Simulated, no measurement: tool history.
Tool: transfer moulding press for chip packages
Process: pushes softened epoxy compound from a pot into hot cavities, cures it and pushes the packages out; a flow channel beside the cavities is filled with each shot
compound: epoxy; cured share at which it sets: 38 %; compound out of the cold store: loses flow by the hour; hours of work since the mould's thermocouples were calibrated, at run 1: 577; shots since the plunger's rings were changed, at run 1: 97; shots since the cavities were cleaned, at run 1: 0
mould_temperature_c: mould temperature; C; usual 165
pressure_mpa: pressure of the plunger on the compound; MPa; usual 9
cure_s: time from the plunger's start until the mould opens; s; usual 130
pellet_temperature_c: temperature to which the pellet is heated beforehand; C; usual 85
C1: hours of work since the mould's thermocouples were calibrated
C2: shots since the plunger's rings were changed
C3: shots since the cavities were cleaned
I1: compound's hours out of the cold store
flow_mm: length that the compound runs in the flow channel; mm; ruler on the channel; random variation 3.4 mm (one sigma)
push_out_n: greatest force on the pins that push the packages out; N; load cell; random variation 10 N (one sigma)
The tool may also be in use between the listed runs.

run 1 hour=0 | mould_temperature_c=165 pressure_mpa=9 cure_s=130 pellet_temperature_c=85 | C1=577 C2=97 C3=0 | I1=29.9 | flow_mm=760 push_out_n=454
-- hour=61.1 cavities cleaned with cleaning compound and waxed
-- hour=86.4 mould's thermocouples calibrated
run 2 hour=92 | mould_temperature_c=165 pressure_mpa=9 cure_s=130 pellet_temperature_c=85 | C1=4 C2=1061 C3=316 | I1=8.8 | flow_mm=800 push_out_n=660
-- hour=125.4 cavities cleaned with cleaning compound and waxed
run 3 hour=138 | mould_temperature_c=165 pressure_mpa=9 cure_s=130 pellet_temperature_c=85 | C1=37 C2=1545 C3=137 | I1=44.6 | flow_mm=720 push_out_n=545
-- hour=193.4 cavities cleaned with cleaning compound and waxed
run 4 hour=222.7 | mould_temperature_c=165 pressure_mpa=9 cure_s=130 pellet_temperature_c=94 | C1=97 C2=2450 C3=319 | I1=22.4 | flow_mm=760 push_out_n=644
-- hour=255.4 cavities cleaned with cleaning compound and waxed
-- hour=276.1 plunger's sealing rings changed
run 5 hour=310.4 | mould_temperature_c=165 pressure_mpa=9 cure_s=130 pellet_temperature_c=93 | C1=159 C2=374 C3=572 | I1=33.2 | flow_mm=755 push_out_n=777
-- hour=320.1 cavities cleaned with cleaning compound and waxed
run 6 hour=371 | mould_temperature_c=165 pressure_mpa=9 cure_s=130 pellet_temperature_c=93 | C1=202 C2=1016 C3=553 | I1=24 | flow_mm=765 push_out_n=804
-- hour=387.7 cavities cleaned with cleaning compound and waxed
-- hour=454 cavities cleaned with cleaning compound and waxed
run 7 hour=454.9 | mould_temperature_c=165 pressure_mpa=9 cure_s=130 pellet_temperature_c=93 | C1=261 C2=1897 C3=10 | I1=39 | flow_mm=734 push_out_n=478
-- hour=514.8 cavities cleaned with cleaning compound and waxed
run 8 hour=523.1 | mould_temperature_c=165 pressure_mpa=9 cure_s=130 pellet_temperature_c=79 | C1=310 C2=2623 C3=91 | I1=10.7 | flow_mm=781 push_out_n=559
-- hour=559.8 plunger's sealing rings changed
-- hour=577.7 cavities cleaned with cleaning compound and waxed
run 9 hour=598.5 | mould_temperature_c=165 pressure_mpa=9 cure_s=137 pellet_temperature_c=85 | C1=362 C2=405 C3=226 | I1=30.7 | flow_mm=753 push_out_n=573
-- hour=640.8 cavities cleaned with cleaning compound and waxed
run 10 hour=653.5 | mould_temperature_c=165 pressure_mpa=9 cure_s=137 pellet_temperature_c=85 | C1=401 C2=987 C3=138 | I1=30.5 | flow_mm=756 push_out_n=548
-- hour=705.6 cavities cleaned with cleaning compound and waxed
run 11 hour=713 | mould_temperature_c=165 pressure_mpa=9 cure_s=137 pellet_temperature_c=85 | C1=443 C2=1618 C3=80 | I1=8.9 | flow_mm=796 push_out_n=529
-- hour=771.9 cavities cleaned with cleaning compound and waxed
run 12 hour=791.2 | mould_temperature_c=161 pressure_mpa=10.48 cure_s=130 pellet_temperature_c=85 | C1=500 C2=2453 C3=211 | I1=8.5 | flow_mm=866 push_out_n=739
-- hour=837.8 plunger's sealing rings changed
-- hour=839.3 cavities cleaned with cleaning compound and waxed
run 13 hour=860.1 | mould_temperature_c=166 pressure_mpa=9 cure_s=120 pellet_temperature_c=87 | C1=547 C2=227 C3=227 | I1=15.3 | flow_mm=791 push_out_n=603
-- hour=900.9 cavities cleaned with cleaning compound and waxed
run 14 hour=907.2 | mould_temperature_c=166 pressure_mpa=9 cure_s=111 pellet_temperature_c=87 | C1=580 C2=722 C3=68 | I1=46.6 | flow_mm=721 push_out_n=566
-- hour=966.9 cavities cleaned with cleaning compound and waxed
-- hour=987 mould's thermocouples calibrated
run 15 hour=994.4 | mould_temperature_c=166 pressure_mpa=9 cure_s=111 pellet_temperature_c=87 | C1=5 C2=1633 C3=278 | I1=23.3 | flow_mm=757 push_out_n=695
-- hour=1035.7 cavities cleaned with cleaning compound and waxed
run 16 hour=1061.2 | mould_temperature_c=166 pressure_mpa=9.11 cure_s=111 pellet_temperature_c=87 | C1=53 C2=2343 C3=277 | I1=15.9 | flow_mm=775 push_out_n=728

Some steps in flow_mm between neighbouring runs. How much of each would the tool show without its hidden state too (settings, what came in, random variation), and how much is left for the hidden state, with any gauge scatter that isn't in both results?
The hidden state here: true mould temperature over the reading, C; pressure that reaches the compound, % of what is set; grip of the stained cavities, % over clean ones'; drift of the gauge itself on flow_mm, %; drift of the gauge itself on push_out_n, %.
Run 2 -> 3: cavities cleaned with cleaning compound and waxed. flow_mm -80 mm: hidden state -2, all else -78.
Run 12 -> 13: mould_temperature_c 161 -> 166, pressure_mpa 10.48 -> 9, cure_s 130 -> 120, pellet_temperature_c 85 -> 87, plunger's sealing rings changed, cavities cleaned with cleaning compound and waxed. flow_mm -75 mm: hidden state +19, all else -94.
